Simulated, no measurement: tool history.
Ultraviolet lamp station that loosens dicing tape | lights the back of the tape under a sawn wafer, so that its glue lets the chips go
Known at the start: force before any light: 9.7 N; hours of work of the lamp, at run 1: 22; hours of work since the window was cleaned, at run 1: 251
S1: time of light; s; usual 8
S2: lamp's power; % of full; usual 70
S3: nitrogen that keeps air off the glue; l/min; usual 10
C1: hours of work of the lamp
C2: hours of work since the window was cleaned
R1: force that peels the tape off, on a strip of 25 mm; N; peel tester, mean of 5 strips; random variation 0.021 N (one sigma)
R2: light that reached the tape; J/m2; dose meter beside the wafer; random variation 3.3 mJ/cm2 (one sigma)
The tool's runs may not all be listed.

run 1 hour=0 | S1=8 S2=70 S3=10 | C1=22 C2=251 | R1=1.05 R2=5270
run 2 hour=38.9 | S1=8 S2=70 S3=16 | C1=46 C2=275 | R1=0.794 R2=5250
run 3 hour=61.9 | S1=8 S2=70 S3=16 | C1=61 C2=290 | R1=0.793 R2=5230
run 4 hour=94.5 | S1=8 S2=70 S3=16 | C1=81 C2=310 | R1=0.792 R2=5300
run 5 hour=115.8 | S1=14 S2=70 S3=10 | C1=95 C2=323 | R1=0.334 R2=9190
run 6 hour=150.5 | S1=14 S2=70 S3=10 | C1=116 C2=345 | R1=0.309 R2=9220
run 7 hour=181.2 | S1=14 S2=70 S3=10 | C1=136 C2=364 | R1=0.296 R2=9110
run 8 hour=215.3 | S1=14 S2=70 S3=10 | C1=157 C2=386 | R1=0.306 R2=9200
run 9 hour=231.4 | S1=14 S2=70 S3=10 | C1=167 C2=396 | R1=0.325 R2=9200
run 10 hour=267.5 | S1=8 S2=70 S3=10 | C1=190 C2=418 | R1=1.019 R2=5260
run 11 hour=292.2 | S1=8 S2=70 S3=10 | C1=205 C2=434 | R1=1.03 R2=5250
run 12 hour=315 | S1=8 S2=70 S3=10 | C1=220 C2=448 | R1=0.97 R2=5240
run 13 hour=333.8 | S1=8 S2=70 S3=10 | C1=231 C2=460 | R1=1.048 R2=5240
run 14 hour=353.1 | S1=8 S2=70 S3=10 | C1=243 C2=472 | R1=1.049 R2=5210
run 15 hour=374.8 | S1=8 S2=70 S3=10 | C1=257 C2=486 | R1=1.048 R2=5210
run 16 hour=404.5 | S1=8 S2=70 S3=10 | C1=276 C2=504 | R1=1.036 R2=5190
run 17 hour=421.4 | S1=4 S2=70 S3=10 | C1=286 C2=515 | R1=3.069 R2=2600
run 18 hour=454 | S1=8 S2=70 S3=10 | C1=307 C2=535 | R1=1.041 R2=5210
run 19 hour=478.7 | S1=8 S2=98 S3=10 | C1=322 C2=551 | R1=0.51 R2=7300
run 20 hour=510.1 | S1=8 S2=98 S3=10 | C1=342 C2=570 | R1=0.516 R2=7330
run 21 hour=535.1 | S1=8 S2=98 S3=10 | C1=358 C2=586 | R1=0.524 R2=7250
run 22 hour=553 | S1=8 S2=70 S3=12 | C1=369 C2=597 | R1=0.974 R2=5270
-- hour=562.2 window cleaned of glue's vapour
run 23 hour=578.9 | S1=8 S2=70 S3=12 | C1=385 C2=10 | R1=0.944 R2=5230
run 24 hour=602 | S1=6 S2=80 S3=7 | C1=399 C2=25 | R1=1.693 R2=4500
run 25 hour=621.8 | S1=11 S2=80 S3=7 | C1=412 C2=37 | R1=0.495 R2=8190
run 26 hour=643 | S1=13 S2=80 S3=7 | C1=425 C2=51 | R1=0.359 R2=9590
run 27 hour=677.6 | S1=4 S2=80 S3=7 | C1=446 C2=72 | R1=2.917 R2=2990
run 28 hour=693.3 | S1=7 S2=99 S3=4 | C1=456 C2=82 | R1=1.232 R2=6400
run 29 hour=731.7 | S1=7 S2=99 S3=4 | C1=480 C2=106 | R1=1.235 R2=6470
run 30 hour=749.6 | S1=7 S2=99 S3=4 | C1=492 C2=117 | R1=1.269 R2=6460
run 31 hour=788.2 | S1=12 S2=61 S3=10 | C1=516 C2=142 | R1=0.591 R2=6870
run 32 hour=810.4 | S1=6 S2=89 S3=4 | C1=530 C2=156 | R1=1.97 R2=4970
run 33 hour=847 | S1=8 S2=65 S3=5 | C1=553 C2=179 | R1=1.74 R2=4880
run 34 hour=867.8 | S1=8 S2=92 S3=6 | C1=566 C2=192 | R1=0.821 R2=6890
run 35 hour=887.7 | S1=8 S2=92 S3=6 | C1=578 C2=204 | R1=0.831 R2=6850
run 36 hour=912.6 | S1=8 S2=95 S3=6 | C1=594 C2=220 | R1=0.777 R2=7150
run 37 hour=949.1 | S1=8 S2=95 S3=6 | C1=617 C2=243 | R1=0.772 R2=7100
run 38 hour=971 | S1=7 S2=93 S3=8 | C1=630 C2=256 | R1=0.881 R2=6080
run 39 hour=1004.5 | S1=11 S2=70 S3=17 | C1=651 C2=277 | R1=0.384 R2=7180
run 40 hour=1022.1 | S1=11 S2=70 S3=17 | C1=662 C2=288 | R1=0.389 R2=7200
run 41 hour=1051.2 | S1=11 S2=70 S3=17 | C1=681 C2=307 | R1=0.388 R2=7140
run 42 hour=1088 | S1=11 S2=70 S3=17 | C1=704 C2=330 | R1=0.405 R2=7160
run 43 hour=1108.3 | S1=8 S2=77 S3=20 | C1=716 C2=342 | R1=0.608 R2=5780

How the hidden state differs across the entries between the runs, from the last listed run before each to the first after it:
Between runs 22 and 23: window cleaned of glue's vapour (hour 562.2)
  no hidden state differs between the two runs
